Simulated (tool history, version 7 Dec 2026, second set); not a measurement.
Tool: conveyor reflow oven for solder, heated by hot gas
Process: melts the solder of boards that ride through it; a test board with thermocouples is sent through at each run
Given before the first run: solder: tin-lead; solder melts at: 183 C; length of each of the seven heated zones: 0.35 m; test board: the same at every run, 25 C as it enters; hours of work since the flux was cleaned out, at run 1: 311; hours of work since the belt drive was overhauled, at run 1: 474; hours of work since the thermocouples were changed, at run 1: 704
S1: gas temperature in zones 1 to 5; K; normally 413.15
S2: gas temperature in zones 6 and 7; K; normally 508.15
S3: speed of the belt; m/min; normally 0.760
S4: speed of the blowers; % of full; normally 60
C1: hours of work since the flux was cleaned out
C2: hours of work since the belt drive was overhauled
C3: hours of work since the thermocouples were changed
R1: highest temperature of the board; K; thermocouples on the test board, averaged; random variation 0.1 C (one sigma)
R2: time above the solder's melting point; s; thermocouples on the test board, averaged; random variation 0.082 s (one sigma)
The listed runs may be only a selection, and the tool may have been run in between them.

| run | day | S1 | S2 | S3 | S4 | C1 | C2 | C3 | R1 | R2 |
|---|---|---|---|---|---|---|---|---|---|---|
| 1 | 0.000 | 413.15 | 508.15 | 0.760 | 60 | 311 | 474 | 704 | 485.45 | 37.91 |
| 2 | 0.754 | 413.15 | 508.15 | 0.760 | 60 | 320 | 483 | 713 | 485.35 | 38.08 |
|  | 1.129 | flux residue cleaned out of gas plates and filters |
| 3 | 2.679 | 413.15 | 508.15 | 0.760 | 60 | 18 | 502 | 732 | 484.05 | 36.82 |
| 4 | 4.438 | 413.15 | 508.15 | 0.760 | 60 | 38 | 522 | 752 | 483.95 | 36.74 |
| 5 | 5.546 | 413.15 | 508.15 | 0.760 | 60 | 50 | 535 | 765 | 483.85 | 36.66 |
| 6 | 6.971 | 413.15 | 518.15 | 0.760 | 60 | 66 | 551 | 781 | 492.05 | 42.01 |
|  | 7.546 | thermocouples of zones 6 and 7 changed |
| 7 | 7.833 | 413.15 | 518.15 | 0.760 | 60 | 75 | 560 | 3 | 491.35 | 41.76 |
| 8 | 8.717 | 413.15 | 508.15 | 0.760 | 60 | 85 | 570 | 13 | 483.15 | 36.30 |
|  | 9.838 | flux residue cleaned out of gas plates and filters, once more |
| 9 | 10.088 | 413.15 | 508.15 | 0.760 | 60 | 3 | 583 | 26 | 487.05 | 39.48 |
| 10 | 11.842 | 413.15 | 508.15 | 0.760 | 60 | 23 | 603 | 46 | 486.75 | 39.33 |
| 11 | 12.725 | 413.15 | 508.15 | 0.760 | 60 | 33 | 613 | 56 | 486.95 | 39.16 |
| 12 | 13.983 | 413.15 | 508.15 | 0.760 | 60 | 47 | 627 | 71 | 486.75 | 39.23 |
| 13 | 15.725 | 413.15 | 508.15 | 0.760 | 60 | 67 | 647 | 90 | 486.65 | 39.29 |
| 14 | 17.525 | 413.15 | 508.15 | 0.760 | 60 | 87 | 667 | 111 | 486.65 | 39.05 |
| 15 | 18.471 | 413.15 | 508.15 | 0.750 | 60 | 98 | 678 | 122 | 487.15 | 39.99 |
| 16 | 19.992 | 426.15 | 502.15 | 0.760 | 86 | 115 | 695 | 139 | 490.35 | 46.53 |
| 17 | 21.179 | 426.15 | 502.15 | 0.760 | 86 | 129 | 709 | 152 | 490.25 | 46.22 |
| 18 | 22.196 | 413.15 | 517.15 | 0.776 | 55 | 140 | 720 | 164 | 490.95 | 40.67 |
| 19 | 23.667 | 419.15 | 508.15 | 0.897 | 76 | 157 | 737 | 181 | 486.65 | 34.45 |
| 20 | 24.588 | 419.15 | 508.15 | 0.897 | 76 | 167 | 747 | 191 | 486.65 | 34.53 |
| 21 | 25.496 | 413.15 | 518.15 | 0.694 | 85 | 178 | 758 | 201 | 504.85 | 53.87 |
| 22 | 26.533 | 401.15 | 518.15 | 0.694 | 89 | 189 | 769 | 213 | 504.05 | 50.66 |
| 23 | 28.062 | 401.15 | 518.15 | 0.694 | 89 | 207 | 787 | 230 | 503.85 | 50.57 |
| 24 | 29.850 | 413.15 | 517.15 | 0.760 | 72 | 227 | 807 | 251 | 497.25 | 45.84 |
| 25 | 31.417 | 413.15 | 508.15 | 0.707 | 68 | 245 | 825 | 268 | 491.05 | 45.83 |
| 26 | 32.846 | 413.15 | 508.15 | 0.619 | 71 | 261 | 841 | 285 | 495.65 | 56.01 |
| 27 | 34.583 | 413.15 | 508.15 | 0.619 | 71 | 281 | 861 | 304 | 495.65 | 55.84 |

Run 28, settings as shown, results not yet in. Your forecast:
| 28 | 36.362 | 413.15 | 520.15 | 0.842 | 86 | 301 | 881 | 325 | ? | ? |

For run 28 the tool returned R1 499.45 K, R2 42.29 s.
If the tool had no hidden condition, the same run with the same run-to-run variation would have returned R1 500.95 K, R2 42.52 s.
